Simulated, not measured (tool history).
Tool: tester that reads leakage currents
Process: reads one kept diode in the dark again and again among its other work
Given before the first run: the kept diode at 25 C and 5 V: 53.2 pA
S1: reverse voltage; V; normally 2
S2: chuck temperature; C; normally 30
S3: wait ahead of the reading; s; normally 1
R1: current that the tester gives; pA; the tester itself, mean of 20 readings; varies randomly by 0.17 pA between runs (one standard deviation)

run 1 hour=0 | S1=2 S2=30 S3=1 | R1=53.05
run 2 hour=46.8 | S1=2 S2=30 S3=0.5 | R1=53.18
run 3 hour=116.7 | S1=2 S2=30 S3=4.66 | R1=52.23
run 4 hour=158.9 | S1=2 S2=30 S3=0.41 | R1=53.53
run 5 hour=220 | S1=2 S2=30 S3=0.41 | R1=53.42
run 6 hour=266.3 | S1=2 S2=50 S3=1 | R1=257
run 7 hour=309.8 | S1=2 S2=50 S3=1 | R1=255.19
run 8 hour=380.5 | S1=2 S2=50 S3=1 | R1=257.02
run 9 hour=419.4 | S1=2 S2=30 S3=1 | R1=52.21
run 10 hour=481.2 | S1=1.39 S2=30 S3=1 | R1=43.88
run 11 hour=547 | S1=1.39 S2=30 S3=1 | R1=44.19
run 12 hour=589.7 | S1=2.46 S2=30 S3=1 | R1=57.03
run 13 hour=624.2 | S1=6.36 S2=30 S3=1 | R1=89.34
run 14 hour=682.3 | S1=2 S2=32 S3=1 | R1=61.38
run 15 hour=725 | S1=2 S2=30 S3=0.5 | R1=52.5
run 16 hour=755.6 | S1=2 S2=30 S3=0.5 | R1=52.28
-- hour=765 probe card cleaned and baked
run 17 hour=810.7 | S1=2 S2=30 S3=0.5 | R1=51.73
run 18 hour=879.2 | S1=6.49 S2=55 S3=4.48 | R1=622.39
run 19 hour=933.9 | S1=4.55 S2=39 S3=5.7 | R1=155.01
run 20 hour=987.7 | S1=4.55 S2=39 S3=5.7 | R1=154.74
run 21 hour=1020.9 | S1=3.79 S2=24 S3=1 | R1=41.09
run 22 hour=1071 | S1=1.23 S2=23 S3=1 | R1=22.21
run 23 hour=1130.2 | S1=1.4 S2=30 S3=0.47 | R1=43.22
run 24 hour=1179.6 | S1=1.4 S2=30 S3=0.47 | R1=43.55
run 25 hour=1214.1 | S1=1.4 S2=30 S3=0.47 | R1=43.4
run 26 hour=1279.7 | S1=1.4 S2=30 S3=0.47 | R1=43.18
run 27 hour=1333.6 | S1=1.22 S2=30 S3=0.47 | R1=40.59
run 28 hour=1370.2 | S1=1.22 S2=30 S3=0.47 | R1=40.61
run 29 hour=1407.9 | S1=9 S2=30 S3=1 | R1=101.75
-- hour=1425.9 chuck's temperature calibrated
run 30 hour=1458.9 | S1=2.35 S2=40 S3=9.57 | R1=134.12

Below, some changes in R1 between adjacent runs. For each, the amount present without the hidden state too (settings, incoming material, random variation) and the amount remaining for the hidden state with gauge scatter not shared by both compared results:
Hidden conditions of the tool in this case: stray current of the dirty probe card, pA a volt; current scale over the true one, %; true chuck temperature over the reading, C; drift of the gauge itself on leakage_pa, %.
Run 8 -> 9: S2 50 -> 30. R1 -204.81 pA: hidden state +9.04, all else -213.85.
Run 17 -> 18: S1 2 -> 6.49, S2 30 -> 55, S3 0.5 -> 4.48. R1 +570.66 pA: hidden state -33.03, all else +603.69.
Run 18 -> 19: S1 6.49 -> 4.55, S2 55 -> 39, S3 4.48 -> 5.7. R1 -467.38 pA: hidden state +26.04, all else -493.42.
Run 29 -> 30: S1 9 -> 2.35, S2 30 -> 40, S3 1 -> 9.57, chuck's temperature calibrated. R1 +32.37 pA: hidden state +10.04, all else +22.33.

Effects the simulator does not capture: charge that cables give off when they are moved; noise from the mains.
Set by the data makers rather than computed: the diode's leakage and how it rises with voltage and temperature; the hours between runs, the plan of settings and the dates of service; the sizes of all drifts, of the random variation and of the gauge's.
